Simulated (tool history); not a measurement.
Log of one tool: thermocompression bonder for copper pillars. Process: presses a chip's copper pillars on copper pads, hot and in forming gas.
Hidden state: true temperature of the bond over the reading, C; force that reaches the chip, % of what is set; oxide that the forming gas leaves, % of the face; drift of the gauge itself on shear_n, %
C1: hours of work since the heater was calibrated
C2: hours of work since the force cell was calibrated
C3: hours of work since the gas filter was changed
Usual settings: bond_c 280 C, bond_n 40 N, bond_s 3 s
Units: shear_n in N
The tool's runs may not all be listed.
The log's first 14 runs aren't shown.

run 15 day=14.238 | bond_c=280 bond_n=40 bond_s=2 | C1=624 C2=175 C3=295 | shear_n=72.8
run 16 day=14.842 | bond_c=280 bond_n=40 bond_s=4 | C1=632 C2=183 C3=303 | shear_n=85.2
run 17 day=15.408 | bond_c=280 bond_n=40 bond_s=4 | C1=640 C2=190 C3=311 | shear_n=85.0
run 18 day=16.438 | bond_c=280 bond_n=40 bond_s=4 | C1=654 C2=204 C3=324 | shear_n=84.4
run 19 day=17.317 | bond_c=280 bond_n=40 bond_s=4 | C1=666 C2=216 C3=336 | shear_n=84.0
run 20 day=18.254 | bond_c=280 bond_n=40 bond_s=4 | C1=678 C2=229 C3=349 | shear_n=84.5
run 21 day=18.971 | bond_c=273 bond_n=25 bond_s=2 | C1=688 C2=238 C3=358 | shear_n=50.0
run 22 day=19.862 | bond_c=280 bond_n=28 bond_s=7 | C1=700 C2=250 C3=370 | shear_n=81.5
run 23 day=20.529 | bond_c=280 bond_n=28 bond_s=7 | C1=709 C2=259 C3=379 | shear_n=81.9
run 24 day=21.129 | bond_c=280 bond_n=28 bond_s=7 | C1=717 C2=267 C3=387 | shear_n=81.4
run 25 day=21.771 | bond_c=280 bond_n=28 bond_s=7 | C1=725 C2=276 C3=396 | shear_n=81.4
run 26 day=22.817 | bond_c=304 bond_n=50 bond_s=4 | C1=740 C2=290 C3=410 | shear_n=97.9
run 27 day=24.079 | bond_c=304 bond_n=50 bond_s=4 | C1=757 C2=307 C3=427 | shear_n=96.7
run 28 day=24.988 | bond_c=298 bond_n=41 bond_s=6 | C1=769 C2=319 C3=439 | shear_n=96.5
run 29 day=26.200 | bond_c=292 bond_n=30 bond_s=2 | C1=785 C2=336 C3=456 | shear_n=68.1
run 30 day=27.371 | bond_c=282 bond_n=26 bond_s=2 | C1=801 C2=351 C3=471 | shear_n=56.3
run 31 day=28.154 | bond_c=285 bond_n=46 bond_s=3 | C1=811 C2=362 C3=482 | shear_n=85.2
run 32 day=29.162 | bond_c=285 bond_n=46 bond_s=3 | C1=825 C2=375 C3=495 | shear_n=84.8
-- day=29.392 forming gas filter changed
run 33 day=30.371 | bond_c=285 bond_n=46 bond_s=3 | C1=841 C2=391 C3=13 | shear_n=91.9
run 34 day=31.146 | bond_c=285 bond_n=46 bond_s=3 | C1=851 C2=402 C3=24 | shear_n=92.0

The next listed run, before its measurement:
run 35 day=31.754 | bond_c=280 bond_n=28 bond_s=7 | C1=859 C2=410 C3=32 | shear_n=?

shear_n: 87.0 N
Without the tool's hidden state the same run would have given shear_n 83.1 N.
